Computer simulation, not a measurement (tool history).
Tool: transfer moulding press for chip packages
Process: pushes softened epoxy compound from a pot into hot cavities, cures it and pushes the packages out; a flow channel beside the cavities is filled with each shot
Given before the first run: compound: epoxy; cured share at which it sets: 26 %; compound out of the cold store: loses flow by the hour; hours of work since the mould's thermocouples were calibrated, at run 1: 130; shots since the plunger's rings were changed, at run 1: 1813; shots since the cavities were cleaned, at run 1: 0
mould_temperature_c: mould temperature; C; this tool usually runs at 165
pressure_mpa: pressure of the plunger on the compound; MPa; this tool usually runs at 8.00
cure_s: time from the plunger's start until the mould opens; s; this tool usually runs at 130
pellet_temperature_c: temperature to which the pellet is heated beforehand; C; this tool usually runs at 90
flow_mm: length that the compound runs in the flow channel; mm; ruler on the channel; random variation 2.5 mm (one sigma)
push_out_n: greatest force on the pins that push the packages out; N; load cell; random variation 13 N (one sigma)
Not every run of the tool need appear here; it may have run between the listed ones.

| run | day | mould_temperature_c | pressure_mpa | cure_s | pellet_temperature_c | hours of work since the mould's thermocouples were calibrated | shots since the plunger's rings were changed | shots since the cavities were cleaned | incoming compound's hours out of the cold store | flow_mm | push_out_n |
|---|---|---|---|---|---|---|---|---|---|---|---|
| 1 | 0.000 | 165 | 8.00 | 130 | 90 | 130 | 1813 | 0 | 46.7 | 703 | 575 |
| 2 | 2.188 | 165 | 8.00 | 130 | 90 | 154 | 2141 | 328 | 8.9 | 892 | 639 |
|  | 3.492 | cavities cleaned with cleaning compound and waxed |
| 3 | 4.617 | 165 | 8.00 | 130 | 90 | 179 | 2496 | 169 | 20.9 | 828 | 617 |
| 4 | 6.504 | 165 | 8.00 | 130 | 90 | 200 | 2779 | 452 | 14.5 | 861 | 636 |
|  | 6.971 | cavities cleaned with cleaning compound and waxed |
| 5 | 8.721 | 165 | 8.00 | 130 | 90 | 223 | 3102 | 262 | 21.4 | 824 | 602 |
|  | 10.512 | cavities cleaned with cleaning compound and waxed |
| 6 | 11.762 | 165 | 8.00 | 130 | 90 | 255 | 3549 | 187 | 43.0 | 720 | 581 |
|  | 13.971 | cavities cleaned with cleaning compound and waxed |
| 7 | 14.650 | 165 | 8.00 | 130 | 90 | 285 | 3973 | 102 | 27.6 | 791 | 613 |
| 8 | 16.750 | 165 | 8.00 | 130 | 90 | 308 | 4287 | 416 | 47.7 | 696 | 571 |
|  | 17.292 | mould's thermocouples calibrated |
|  | 17.717 | plunger's sealing rings changed |
|  | 17.779 | cavities cleaned with cleaning compound and waxed |
| 9 | 20.504 | 165 | 8.00 | 130 | 82 | 33 | 409 | 409 | 22.5 | 814 | 614 |
|  | 21.496 | cavities cleaned with cleaning compound and waxed |
| 10 | 22.625 | 165 | 8.00 | 130 | 82 | 55 | 717 | 169 | 33.2 | 762 | 597 |
|  | 24.967 | cavities cleaned with cleaning compound and waxed |
| 11 | 25.917 | 165 | 8.00 | 130 | 90 | 90 | 1202 | 143 | 42.2 | 724 | 591 |
|  | 28.450 | cavities cleaned with cleaning compound and waxed |
| 12 | 29.167 | 165 | 8.00 | 130 | 90 | 124 | 1679 | 107 | 32.6 | 772 | 631 |
|  | 31.983 | cavities cleaned with cleaning compound and waxed |
| 13 | 32.054 | 165 | 8.00 | 130 | 99 | 155 | 2103 | 10 | 12.1 | 876 | 606 |
| 14 | 34.929 | 158 | 8.88 | 148 | 88 | 185 | 2535 | 442 | 20.0 | 902 | 793 |
|  | 35.467 | cavities cleaned with cleaning compound and waxed |
| 15 | 38.038 | 158 | 8.88 | 148 | 86 | 218 | 2991 | 386 | 14.4 | 929 | 829 |
|  | 38.921 | cavities cleaned with cleaning compound and waxed |
| 16 | 41.425 | 165 | 9.53 | 116 | 90 | 254 | 3490 | 376 | 42.5 | 788 | 707 |
|  | 42.429 | cavities cleaned with cleaning compound and waxed |
| 17 | 45.071 | 171 | 9.53 | 116 | 90 | 293 | 4027 | 396 | 12.2 | 943 | 578 |
|  | 46.033 | cavities cleaned with cleaning compound and waxed |
|  | 47.108 | mould's thermocouples calibrated |
|  | 47.750 | plunger's sealing rings changed |
| 18 | 48.829 | 170 | 8.00 | 130 | 90 | 17 | 162 | 391 | 12.6 | 860 | 521 |
|  | 49.642 | cavities cleaned with cleaning compound and waxed |
| 19 | 51.538 | 165 | 7.60 | 130 | 90 | 46 | 559 | 284 | 8.8 | 871 | 647 |
|  | 53.171 | cavities cleaned with cleaning compound and waxed |
| 20 | 54.762 | 165 | 7.60 | 130 | 90 | 80 | 1033 | 239 | 24.3 | 790 | 637 |
| 21 | 56.433 | 165 | 7.60 | 130 | 90 | 98 | 1283 | 489 | 46.6 | 681 | 576 |
|  | 56.783 | cavities cleaned with cleaning compound and waxed |
| 22 | 58.912 | 165 | 8.00 | 130 | 90 | 124 | 1646 | 319 | 24.1 | 809 | 622 |
|  | 60.208 | cavities cleaned with cleaning compound and waxed |
| 23 | 60.750 | 173 | 9.87 | 143 | 85 | 143 | 1912 | 81 | 46.3 | 768 | 474 |
| 24 | 63.058 | 173 | 9.87 | 143 | 85 | 168 | 2258 | 427 | 21.7 | 895 | 449 |
|  | 63.696 | cavities cleaned with cleaning compound and waxed |
| 25 | 65.654 | 173 | 9.87 | 143 | 85 | 195 | 2638 | 293 | 36.7 | 816 | 455 |
|  | 67.179 | cavities cleaned with cleaning compound and waxed |
| 26 | 68.088 | 173 | 9.87 | 143 | 85 | 221 | 2994 | 137 | 32.2 | 840 | 451 |

Take each entry between the runs: how does the hidden state at the last listed run before it differ from the hidden state at the first listed run after it?
Runs 2 to 3: cavities cleaned with cleaning compound and waxed (day 3.492)
  pressure that reaches the compound, % of what is set: 99.78 -> 99.75; grip of the stained cavities, % over clean ones': 1.1 -> 0.6
Runs 4 to 5: cavities cleaned with cleaning compound and waxed (day 6.971)
  true mould temperature over the reading, C: 0.01 -> 0; pressure that reaches the compound, % of what is set: 99.73 -> 99.71; grip of the stained cavities, % over clean ones': 1.4 -> 0.9
Runs 5 to 6: cavities cleaned with cleaning compound and waxed (day 10.512)
  pressure that reaches the compound, % of what is set: 99.71 -> 99.67; grip of the stained cavities, % over clean ones': 0.9 -> 0.7
Runs 6 to 7: cavities cleaned with cleaning compound and waxed (day 13.971)
  pressure that reaches the compound, % of what is set: 99.67 -> 99.64; grip of the stained cavities, % over clean ones': 0.7 -> 0.4
Runs 8 to 9: mould's thermocouples calibrated (day 17.292); plunger's sealing rings changed (day 17.717); cavities cleaned with cleaning compound and waxed (day 17.779)
  true mould temperature over the reading, C: 0 -> 0.01; pressure that reaches the compound, % of what is set: 99.62 -> 99.95; grip of the stained cavities, % over clean ones': 1.3 -> 1.4
Runs 9 to 10: cavities cleaned with cleaning compound and waxed (day 21.496)
  pressure that reaches the compound, % of what is set: 99.95 -> 99.93; grip of the stained cavities, % over clean ones': 1.4 -> 0.7
Runs 10 to 11: cavities cleaned with cleaning compound and waxed (day 24.967)
  pressure that reaches the compound, % of what is set: 99.93 -> 99.89; grip of the stained cavities, % over clean ones': 0.7 -> 0.6
Runs 11 to 12: cavities cleaned with cleaning compound and waxed (day 28.450)
  true mould temperature over the reading, C: 0.01 -> 0; pressure that reaches the compound, % of what is set: 99.89 -> 99.86; grip of the stained cavities, % over clean ones': 0.6 -> 0.4
Runs 12 to 13: cavities cleaned with cleaning compound and waxed (day 31.983)
  pressure that reaches the compound, % of what is set: 99.86 -> 99.83; grip of the stained cavities, % over clean ones': 0.4 -> 0.2
Runs 14 to 15: cavities cleaned with cleaning compound and waxed (day 35.467)
  pressure that reaches the compound, % of what is set: 99.79 -> 99.76; grip of the stained cavities, % over clean ones': 1.4 -> 1.2
Runs 15 to 16: cavities cleaned with cleaning compound and waxed (day 38.921)
  pressure that reaches the compound, % of what is set: 99.76 -> 99.72; grip of the stained cavities, % over clean ones': 1.2 -> 1.3
Runs 16 to 17: cavities cleaned with cleaning compound and waxed (day 42.429)
  true mould temperature over the reading, C: 0 -> -0.01; pressure that reaches the compound, % of what is set: 99.72 -> 99.68; grip of the stained cavities, % over clean ones': 1.3 -> 1.4
Runs 17 to 18: cavities cleaned with cleaning compound and waxed (day 46.033); mould's thermocouples calibrated (day 47.108); plunger's sealing rings changed (day 47.750)
  true mould temperature over the reading, C: -0.01 -> 0.02; pressure that reaches the compound, % of what is set: 99.68 -> 99.96; grip of the stained cavities, % over clean ones': 1.4 -> 1.2
Runs 18 to 19: cavities cleaned with cleaning compound and waxed (day 49.642)
  pressure that reaches the compound, % of what is set: 99.96 -> 99.93; grip of the stained cavities, % over clean ones': 1.2 -> 1
Runs 19 to 20: cavities cleaned with cleaning compound and waxed (day 53.171)
  true mould temperature over the reading, C: 0.02 -> 0.01; pressure that reaches the compound, % of what is set: 99.93 -> 99.9
Runs 21 to 22: cavities cleaned with cleaning compound and waxed (day 56.783)
  pressure that reaches the compound, % of what is set: 99.88 -> 99.85; grip of the stained cavities, % over clean ones': 1.6 -> 1.1
Runs 22 to 23: cavities cleaned with cleaning compound and waxed (day 60.208)
  pressure that reaches the compound, % of what is set: 99.85 -> 99.83; grip of the stained cavities, % over clean ones': 1.1 -> 0.4
Runs 24 to 25: cavities cleaned with cleaning compound and waxed (day 63.696)
  pressure that reaches the compound, % of what is set: 99.81 -> 99.78; grip of the stained cavities, % over clean ones': 1.3 -> 1
Runs 25 to 26: cavities cleaned with cleaning compound and waxed (day 67.179)
  pressure that reaches the compound, % of what is set: 99.78 -> 99.75; grip of the stained cavities, % over clean ones': 1 -> 0.6
